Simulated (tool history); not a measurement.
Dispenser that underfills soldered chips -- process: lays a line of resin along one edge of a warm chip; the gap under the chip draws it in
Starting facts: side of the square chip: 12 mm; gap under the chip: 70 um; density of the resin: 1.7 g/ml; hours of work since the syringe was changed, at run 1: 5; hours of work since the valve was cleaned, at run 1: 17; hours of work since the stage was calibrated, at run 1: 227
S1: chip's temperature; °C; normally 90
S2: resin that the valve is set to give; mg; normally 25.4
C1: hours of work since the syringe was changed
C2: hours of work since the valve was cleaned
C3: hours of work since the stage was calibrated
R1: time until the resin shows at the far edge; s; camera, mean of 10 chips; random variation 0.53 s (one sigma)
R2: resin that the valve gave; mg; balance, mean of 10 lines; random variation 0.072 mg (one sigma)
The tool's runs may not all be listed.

Run 1, hour 0: usual settings; C1 5; C2 17; C3 227. Result: R1 53.3 s, R2 25.35 mg.
At hour 3.6: new syringe of resin.
Run 2, hour 5.8: usual settings; C1 2; C2 22; C3 231. Result: R1 46 s, R2 25.17 mg.
Run 3, hour 12.6: usual settings; C1 7; C2 27; C3 237. Result: R1 61.8 s, R2 25.29 mg.
At hour 13.3: new syringe of resin.
Run 4, hour 16.9: usual settings; C1 3; C2 30; C3 240. Result: R1 48.7 s, R2 25.17 mg.
At hour 23.1: new syringe of resin.
Run 5, hour 24.4: usual settings; C1 1; C2 36; C3 246. Result: R1 43 s, R2 25.03 mg.
Run 6, hour 30.4: usual settings; C1 6; C2 41; C3 250. Result: R1 57.3 s, R2 25.1 mg.
At hour 32.6: new syringe of resin.
Run 7, hour 37.3: usual settings but S1 92 °C; C1 4; C2 46; C3 256. Result: R1 47.3 s, R2 24.99 mg.
Run 8, hour 41.2: usual settings but S1 92 °C; C1 7; C2 49; C3 259. Result: R1 57.5 s, R2 24.97 mg.
At hour 42.2: new syringe of resin.
Run 9, hour 44.6: usual settings but S1 98 °C, S2 22.8 mg; C1 2; C2 52; C3 261. Result: R1 34.4 s, R2 22.33 mg.
Run 10, hour 51.1: usual settings but S1 80 °C; C1 7; C2 57; C3 266. Result: R1 94.2 s, R2 24.8 mg.
At hour 51.9: new syringe of resin.
Run 11, hour 58.5: usual settings but S1 102 °C, S2 28.6 mg; C1 5; C2 63; C3 272. Result: R1 33.3 s, R2 27.89 mg.
At hour 61.9: new syringe of resin.
Run 12, hour 62.9: usual settings but S1 102 °C, S2 23.2 mg; C1 1; C2 66; C3 275. Result: R1 28.3 s, R2 22.59 mg.
Run 13, hour 66.9: usual settings but S1 102 °C, S2 23.2 mg; C1 4; C2 69; C3 279. Result: R1 31.6 s, R2 22.58 mg.

Forecast each of these 4 alternatives for the next run:
Run A, hour 70.7: usual settings but S1 93 °C, S2 30.4 mg; C1 7; C2 72; C3 282. Result: R1 ?, R2 ?.
Run B, hour 70.7: usual settings but S2 24.2 mg; C1 7; C2 72; C3 282. Result: R1 ?, R2 ?.
Run C, hour 70.7: usual settings but S1 102 °C, S2 31.6 mg; C1 7; C2 72; C3 282. Result: R1 ?, R2 ?.
Run D, hour 70.7: usual settings but S1 93 °C, S2 24.2 mg; C1 7; C2 72; C3 282. Result: R1 ?, R2 ?.

run    R1     R2
  A  50.9  29.55
  B  59.9  23.52
  C  36.6  30.58
  D  53.4  23.58
Without the tool's unlogged condition, the same runs would have read:
run    R1     R2
  A    37  30.38
  B  43.4  24.18
  C  26.5  31.44
  D  38.6  24.24
